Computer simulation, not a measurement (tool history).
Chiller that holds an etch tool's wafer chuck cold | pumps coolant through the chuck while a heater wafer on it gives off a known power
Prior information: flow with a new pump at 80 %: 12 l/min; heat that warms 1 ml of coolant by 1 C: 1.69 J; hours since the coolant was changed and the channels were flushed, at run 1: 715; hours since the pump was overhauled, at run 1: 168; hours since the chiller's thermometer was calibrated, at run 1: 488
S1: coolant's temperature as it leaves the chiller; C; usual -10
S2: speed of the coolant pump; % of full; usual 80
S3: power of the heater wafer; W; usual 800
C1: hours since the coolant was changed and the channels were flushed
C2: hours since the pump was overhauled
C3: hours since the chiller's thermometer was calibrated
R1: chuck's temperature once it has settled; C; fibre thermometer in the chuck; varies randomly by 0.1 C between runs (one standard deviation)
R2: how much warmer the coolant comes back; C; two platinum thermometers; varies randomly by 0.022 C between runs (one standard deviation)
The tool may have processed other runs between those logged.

Run 1, hour 0: usual settings; C1 715; C2 168; C3 488. Result: R1 -3.1 C, R2 2.37 C.
Run 2, hour 191.9: usual settings; C1 907; C2 360; C3 680. Result: R1 -2.9 C, R2 2.4 C.
Run 3, hour 376.9: usual settings; C1 1092; C2 545; C3 865. Result: R1 -3 C, R2 2.4 C.
Run 4, hour 539.8: usual settings; C1 1255; C2 708; C3 1028. Result: R1 -3 C, R2 2.49 C.
Run 5, hour 638.3: usual settings; C1 1354; C2 807; C3 1126. Result: R1 -3.1 C, R2 2.49 C.
Run 6, hour 723.9: usual settings but S3 485 W; C1 1439; C2 892; C3 1212. Result: R1 -5.6 C, R2 1.58 C.
Run 7, hour 893.9: usual settings but S2 73 % of full; C1 1609; C2 1062; C3 1382. Result: R1 -2.4 C, R2 2.75 C.
Run 8, hour 1062.2: usual settings but S3 915 W; C1 1777; C2 1230; C3 1550. Result: R1 -1.8 C, R2 2.86 C.
Run 9, hour 1197.2: usual settings but S3 915 W; C1 1912; C2 1366; C3 1685. Result: R1 -2.1 C, R2 2.88 C.
Run 10, hour 1361.8: usual settings but S2 62 % of full; C1 2077; C2 1530; C3 1850. Result: R1 -1 C, R2 3.3 C.
Run 11, hour 1498.3: usual settings but S2 62 % of full; C1 2214; C2 1667; C3 1986. Result: R1 -1 C, R2 3.3 C.
Run 12, hour 1625: usual settings but S1 -14 C; C1 2340; C2 1793; C3 2113. Result: R1 -6.9 C, R2 2.63 C.
Run 13, hour 1787.2: usual settings but S1 -1 C; C1 2502; C2 1955; C3 2275. Result: R1 6.2 C, R2 2.67 C.
Run 14, hour 1885.5: usual settings but S1 -1 C; C1 2601; C2 2054; C3 2373. Result: R1 6.1 C, R2 2.7 C.
Run 15, hour 1987.7: usual settings but S1 -1 C; C1 2703; C2 2156; C3 2476. Result: R1 6 C, R2 2.7 C.
Run 16, hour 2108.5: usual settings but S1 -1 C; C1 2824; C2 2277; C3 2596. Result: R1 6.2 C, R2 2.69 C.
Run 17, hour 2254.2: usual settings but S1 -1 C; C1 2969; C2 2422; C3 2742. Result: R1 6.2 C, R2 2.79 C.
Run 18, hour 2437.5: usual settings but S1 -1 C; C1 3153; C2 2606; C3 2925. Result: R1 6.2 C, R2 2.76 C.
Run 19, hour 2579.8: usual settings but S1 -1 C; C1 3295; C2 2748; C3 3068. Result: R1 6 C, R2 2.81 C.
Run 20, hour 2695.6: usual settings but S1 -1 C; C1 3411; C2 2864; C3 3183. Result: R1 6.1 C, R2 2.81 C.
At hour 2804.6: coolant changed, channels flushed.
Run 21, hour 2872.6: usual settings but S1 -15 C, S2 96 % of full, S3 545 W; C1 68; C2 3035; C3 3354. Result: R1 -11 C, R2 1.8 C.
At hour 2987.9: gauge calibrated.
Run 22, hour 3029.2: usual settings but S1 -9 C, S3 601 W; C1 225; C2 3191; C3 3511. Result: R1 -3.6 C, R2 1.79 C.
At hour 3178.6: chiller's thermometer calibrated.
Run 23, hour 3219.4: usual settings but S1 -19 C, S2 85 % of full, S3 688 W; C1 414; C2 3381; C3 41. Result: R1 -13.4 C, R2 1.93 C.
Run 24, hour 3370.8: usual settings but S1 -18 C, S3 688 W; C1 565; C2 3532; C3 192. Result: R1 -11.9 C, R2 2.1 C.
Run 25, hour 3489.1: usual settings but S1 -18 C, S3 688 W; C1 684; C2 3650; C3 311. Result: R1 -11.9 C, R2 2.11 C.
Run 26, hour 3641: usual settings but S1 -18 C, S3 688 W; C1 835; C2 3802; C3 462. Result: R1 -12 C, R2 2.14 C.
Run 27, hour 3760.9: usual settings but S1 -18 C, S3 1158 W; C1 955; C2 3922; C3 582. Result: R1 -8 C, R2 3.6 C.

Expected results for the next run?
At hour 3943.5: coolant pump overhauled.
Run 28, hour 3968.8: usual settings but S1 -18 C, S3 1158 W; C1 1158; C2 25; C3 785. Result: R1 ?, R2 ?.

{"run 28": {"R1": -7.7, "R2": 3.59}}
Had the tool carried no hidden state, the very same run would have given R1 -7.7 C, R2 3.43 C.
